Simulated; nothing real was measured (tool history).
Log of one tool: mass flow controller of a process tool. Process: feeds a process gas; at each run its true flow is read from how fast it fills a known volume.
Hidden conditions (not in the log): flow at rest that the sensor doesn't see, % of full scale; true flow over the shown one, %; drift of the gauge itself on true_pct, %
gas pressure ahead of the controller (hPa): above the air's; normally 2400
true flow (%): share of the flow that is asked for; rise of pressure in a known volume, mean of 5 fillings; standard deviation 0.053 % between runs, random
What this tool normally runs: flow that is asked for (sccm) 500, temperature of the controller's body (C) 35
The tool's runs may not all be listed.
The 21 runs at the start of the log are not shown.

run,hour,flow that is asked for (sccm),gas pressure ahead of the controller (hPa),temperature of the controller's body (C),hours of work since the controller was set to zero,hours of work since the controller was changed,true flow (%)
22,6477.8,941,2400,35,2863,2863,98.34
23,6717.8,941,2400,35,3020,3020,98.35
24,6981.5,941,2400,35,3191,3191,98.38
25,7378.6,868,2380,29,3450,3450,98.78
26,7750.8,868,2380,29,3693,3693,98.77
27,8000.9,756,2400,35,3856,3856,98.18
28,8357.4,756,2400,35,4088,4088,98.18
29,8729.2,756,2400,35,4330,4330,98.15
30,8941.9,756,2400,35,4469,4469,98.16
31,9133.4,651,1800,35,4594,4594,98.61
32,9336.0,651,1800,35,4726,4726,98.48
33,9556.4,651,1800,35,4870,4870,98.49
34,9931.0,651,1800,35,5114,5114,98.46
35,10238.7,360,1800,20,5314,5314,99.95
36,10584.3,351,2680,40,5539,5539,97.56
37,10934.9,142,2410,35,5768,5768,99.97
# hour 11199.1: controller exchanged for a calibrated one
38,11199.1,142,2410,35,0,0,97.71
39,11405.2,142,2410,35,134,134,97.82
40,11837.2,314,1520,35,416,416,98.50
41,12062.7,500,2400,26,563,563,98.96

Forecast run 42:
42,12304.5,282,1830,29,720,720,?

true flow (%): 98.88
With no hidden state in the tool, this same run would have given true flow (%) 98.94.

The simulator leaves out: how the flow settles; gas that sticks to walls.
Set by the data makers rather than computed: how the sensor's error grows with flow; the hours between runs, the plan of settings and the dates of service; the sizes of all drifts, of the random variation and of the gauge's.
